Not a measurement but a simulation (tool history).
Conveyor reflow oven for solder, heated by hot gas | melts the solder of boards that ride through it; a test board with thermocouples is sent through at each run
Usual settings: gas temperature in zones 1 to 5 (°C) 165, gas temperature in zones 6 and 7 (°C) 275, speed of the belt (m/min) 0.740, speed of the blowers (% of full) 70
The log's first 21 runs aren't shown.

run,hour,gas temperature in zones 1 to 5 (°C),gas temperature in zones 6 and 7 (°C),speed of the belt (m/min),speed of the blowers (% of full),highest temperature of the board (°C),time above the solder's melting point (s)
22,1123.8,180,290,0.740,68,276.9,61.8
# hour 1166.7: thermocouples of zones 6 and 7 changed
23,1172.2,165,275,0.764,70,257.4,48.1
# hour 1218.3: flux residue cleaned out of gas plates and filters
24,1247.7,165,275,0.764,70,259.1,48.9
25,1309.7,160,267,0.848,70,247.7,36.4
26,1369.8,163,280,0.599,67,269.8,69.2
27,1407.0,165,275,0.639,56,261.3,60.3
28,1476.3,165,275,0.639,56,261.1,60.3
29,1517.4,157,275,0.740,70,258.9,48.6
30,1575.9,157,275,0.740,70,258.6,48.4

4 ways to go on from here, each from the tool as it stands after run 30. What would each give?
# hour 1609.8: belt drive overhauled, speed set with a stopwatch
A,1620.0,157,275,0.740,69,?,?
# hour 1609.8: belt drive overhauled, speed set with a stopwatch
B,1620.0,165,275,0.740,70,?,?
# hour 1609.8: belt drive overhauled, speed set with a stopwatch
C,1620.0,157,264,0.831,75,?,?
# hour 1609.8: belt drive overhauled, speed set with a stopwatch
D,1620.0,157,275,0.740,73,?,?

run,highest temperature of the board (°C),time above the solder's melting point (s)
A,258.1,47.4
B,259.0,50.1
C,245.9,34.9
D,258.9,47.9
Without the tool's hidden state the same runs would have given:
run,highest temperature of the board (°C),time above the solder's melting point (s)
A,259.1,48.2
B,259.9,50.7
C,247.0,36.0
D,259.8,48.6

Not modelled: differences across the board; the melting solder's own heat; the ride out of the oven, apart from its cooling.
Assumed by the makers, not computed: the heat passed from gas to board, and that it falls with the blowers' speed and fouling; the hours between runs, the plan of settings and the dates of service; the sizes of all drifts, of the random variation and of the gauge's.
